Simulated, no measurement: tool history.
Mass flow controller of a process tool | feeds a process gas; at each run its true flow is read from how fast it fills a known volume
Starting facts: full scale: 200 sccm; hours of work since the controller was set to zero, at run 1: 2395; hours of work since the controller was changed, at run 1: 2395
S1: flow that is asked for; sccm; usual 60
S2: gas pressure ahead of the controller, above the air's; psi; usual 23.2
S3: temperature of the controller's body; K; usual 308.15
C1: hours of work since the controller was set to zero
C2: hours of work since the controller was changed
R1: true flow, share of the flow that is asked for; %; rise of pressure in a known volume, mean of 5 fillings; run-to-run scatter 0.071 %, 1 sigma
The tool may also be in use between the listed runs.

run     day   S1    S2      S3    C1    C2      R1
  1       0   60  23.2  308.15  2395  2395  100.52
  2   2.075   60  23.2  308.15  2426  2426  100.43
  3   4.621   60  23.2  308.15  2465  2465  100.44
  4   8.742   60  23.2  310.15  2527  2527  100.48
  5  12.754   60  23.2  308.15  2588  2588  100.27
  6  16.104   60  23.2  308.15  2639  2639  100.21
  7  17.971   60  23.2  308.15  2667  2667  100.15
  8   20.45   60  26.8  308.15  2705  2705  100.02
  9  23.004  107  33.8  308.15  2744  2744  100.04
 10  27.062  107  33.8  308.15  2805  2805   99.79
 11    29.2   26  23.9  303.15  2838  2838   99.48
 12  31.588   26  23.9  303.15  2874  2874   99.31
 13  35.033   26  23.9  303.15  2926  2926   99.43

Below are 5 alternative next runs, each starting from the tool's condition after run 13. Predict each:
  A  39.262   26  24.1  310.15  2991  2991   ?
  B  39.262   49  28.4  303.15  2991  2991   ?
  C  39.262   65  23.2  308.15  2991  2991   ?
  D  39.262   53  21.8  306.15  2991  2991   ?
  E  39.262  114  39.5  297.15  2991  2991   ?

run     R1
  A  99.88
  B  99.33
  C  99.78
  D  99.64
  E  98.84
Had the tool no hidden state, the same runs would have come out as:
run      R1
  A  100.46
  B   99.93
  C  100.39
  D  100.24
  E   99.44

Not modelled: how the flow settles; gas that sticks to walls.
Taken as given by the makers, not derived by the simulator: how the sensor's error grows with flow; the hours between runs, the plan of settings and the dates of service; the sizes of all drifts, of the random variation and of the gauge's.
